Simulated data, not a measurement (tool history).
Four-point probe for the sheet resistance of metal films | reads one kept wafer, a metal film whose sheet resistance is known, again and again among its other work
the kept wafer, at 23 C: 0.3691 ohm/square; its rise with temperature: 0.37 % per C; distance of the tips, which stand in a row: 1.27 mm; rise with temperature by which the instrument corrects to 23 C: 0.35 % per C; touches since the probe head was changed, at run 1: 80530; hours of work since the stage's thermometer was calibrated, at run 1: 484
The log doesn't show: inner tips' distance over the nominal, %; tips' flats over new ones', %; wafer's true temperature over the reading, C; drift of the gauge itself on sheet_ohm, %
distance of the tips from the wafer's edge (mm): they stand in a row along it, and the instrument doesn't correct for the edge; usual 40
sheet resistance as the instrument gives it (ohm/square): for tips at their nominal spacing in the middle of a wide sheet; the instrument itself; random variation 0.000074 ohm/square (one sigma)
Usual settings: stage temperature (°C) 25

run   hour  stage temperature (°C)  distance of the tips from the wafer's edge (mm)  touches since the probe head was changed  hours of work since the stage's thermometer was calibrated  sheet resistance as the instrument gives it (ohm/square)
  1    0.0                      25                                               40                                     80530                                                         484                                                  0.367355
  2   13.6                      25                                               40                                     81462                                                         494                                                  0.367408
  3   29.7                      25                                               40                                     82571                                                         507                                                  0.367103
  4   40.5                      25                                               40                                     83314                                                         516                                                  0.367214
  5   51.5                      25                                               40                                     84073                                                         524                                                  0.367290
  6   62.6                      24                                               40                                     84833                                                         533                                                  0.367058
  7   76.9                      24                                               40                                     85818                                                         544                                                  0.367041
  8   84.1                      24                                               40                                     86312                                                         550                                                  0.367084
  9   92.8                      25                                                5                                     86906                                                         557                                                  0.379254
 10   99.5                      25                                               40                                     87371                                                         562                                                  0.367062
 11  106.3                      25                                               69                                     87835                                                         567                                                  0.367012
 12  119.2                      25                                               42                                     88724                                                         577                                                  0.367068
 13  134.6                      21                                               40                                     89780                                                         589                                                  0.366685
 14  145.3                      21                                               10                                     90520                                                         598                                                  0.369597
 15  153.6                      33                                               19                                     91092                                                         604                                                  0.368379
     160.2  -- new probe head fitted
 16  168.1                      33                                               19                                       548                                                         615                                                  0.372376
 17  178.9                      26                                                7                                      1287                                                         624                                                  0.377274
 18  191.9                      26                                                7                                      2180                                                         634                                                  0.377292
 19  207.9                      30                                               63                                      3282                                                         646                                                  0.371241
 20  220.2                      19                                               28                                      4127                                                         656                                                  0.370563
 21  231.2                      19                                               28                                      4885                                                         665                                                  0.370500
 22  242.7                      22                                               42                                      5676                                                         674                                                  0.370425

Some steps in sheet resistance as the instrument gives it (ohm/square) between neighbouring runs. How much of each would the tool show without its hidden state too (settings, what came in, random variation), and how much is left for the hidden state, with any gauge scatter that isn't in both results?
Run 8 -> 9: stage temperature (°C) 24 -> 25, distance of the tips from the wafer's edge (mm) 40 -> 5. sheet resistance as the instrument gives it (ohm/square) +0.012170: hidden state -0.000094, all else +0.012264.
Run 9 -> 10: distance of the tips from the wafer's edge (mm) 5 -> 40. sheet resistance as the instrument gives it (ohm/square) -0.012192: hidden state +0.000054, all else -0.012246.
Run 15 -> 16: new probe head fitted. sheet resistance as the instrument gives it (ohm/square) +0.003997: hidden state +0.003960, all else +0.000037.
